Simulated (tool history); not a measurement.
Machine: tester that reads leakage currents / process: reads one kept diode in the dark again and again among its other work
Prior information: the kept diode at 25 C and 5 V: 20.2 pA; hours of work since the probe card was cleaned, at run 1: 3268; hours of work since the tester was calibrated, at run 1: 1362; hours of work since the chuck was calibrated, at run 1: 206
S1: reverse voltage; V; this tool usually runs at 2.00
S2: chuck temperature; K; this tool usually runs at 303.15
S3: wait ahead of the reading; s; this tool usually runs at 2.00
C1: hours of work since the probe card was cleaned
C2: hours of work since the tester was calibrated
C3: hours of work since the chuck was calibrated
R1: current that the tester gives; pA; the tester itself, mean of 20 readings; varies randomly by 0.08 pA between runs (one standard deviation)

run    hour     S1      S2    S3    C1    C2   C3      R1
  1     0.0   2.00  303.15  2.00  3268  1362  206   20.93
  2    29.5   2.00  303.15  2.00  3286  1380  224   20.81
  3    86.5   2.00  303.15  2.00  3320  1414  258   20.81
  4   145.0   2.00  317.15  2.00  3356  1449  294   67.22
  5   176.2   2.00  317.15  2.00  3374  1468  312   67.42
  6   225.2   2.00  317.15  6.10  3404  1498  342   66.93
  7   270.6   2.00  317.15  6.10  3431  1525  369   67.00
  8   317.5   2.00  317.15  6.10  3460  1553  398   66.91
  9   358.9   2.00  323.15  2.00  3485  1578  423  108.18
 10   384.6   2.00  303.15  2.50  3500  1594  438   20.80
 11   431.9   2.00  320.15  2.50  3529  1623  467   85.63
 12   459.6   2.00  320.15  2.50  3546  1639  483   85.56
 13   518.7   2.00  320.15  2.50  3581  1675  519   85.10
      568.1  -- chuck's temperature calibrated
 14   569.3   2.00  320.15  2.50  3611  1704    1   85.31
 15   597.5   2.00  320.15  2.50  3628  1721   18   85.30
 16   641.6   2.00  303.15  0.54  3654  1748   44   21.52
 17   669.6   2.00  303.15  0.54  3671  1765   61   21.59
 18   724.3   2.00  303.15  2.00  3704  1798   94   20.96
      750.8  -- probe card cleaned and baked
 19   785.1   2.00  303.15  2.00    21  1833  129   20.86
 20   848.5   1.06  303.15  2.00    59  1871  167   15.34
 21   912.0   4.99  314.15  6.92    97  1909  206   80.83
 22   972.9   2.26  309.15  0.95   134  1946  243   37.31
 23  1010.2  10.84  303.15  1.81   157  1969  265   46.98
 24  1062.0   2.00  300.15  2.59   188  2000  296   15.90
 25  1109.8  16.40  305.15  2.59   217  2029  325   67.51
 26  1170.9  15.79  303.15  8.70   254  2066  362   54.82
 27  1218.9   3.66  308.15  1.02   283  2095  391   43.02
 28  1261.9   3.66  308.15  1.02   309  2121  417   43.28
 29  1318.5   3.66  308.15  1.02   343  2155  451   43.18
 30  1350.5   3.66  308.15  1.02   362  2174  470   42.84
 31  1395.0  12.64  313.15  1.66   389  2201  497  117.06
 32  1442.8  12.64  313.15  1.66   418  2230  526  116.88
 33  1475.9   9.34  316.15  2.00   438  2250  546  128.27
     1482.9  -- chuck's temperature calibrated
 34  1533.4   8.11  303.15  2.00   471  2283   30   40.86
 35  1565.6   2.00  303.15  0.37   491  2303   50   21.83
 36  1624.1   2.00  303.15  0.37   526  2338   85   21.81
 37  1664.7   2.00  303.15  0.37   550  2363  110   21.83
 38  1693.0   2.00  311.15  5.54   568  2380  127   40.98
 39  1750.8   1.81  297.15  0.65   602  2414  162   12.14

Entry by entry between the runs, the difference in hidden state between the last listed run before and the first listed run after:
Logged between run 13 and run 14: chuck's temperature calibrated (hour 568.1)
  the hidden state is the same at both runs
Logged between run 18 and run 19: probe card cleaned and baked (hour 750.8)
  stray current of the dirty probe card, pA a volt: 0.029 -> 0.02
Logged between run 33 and run 34: chuck's temperature calibrated (hour 1482.9)
  the hidden state is the same at both runs
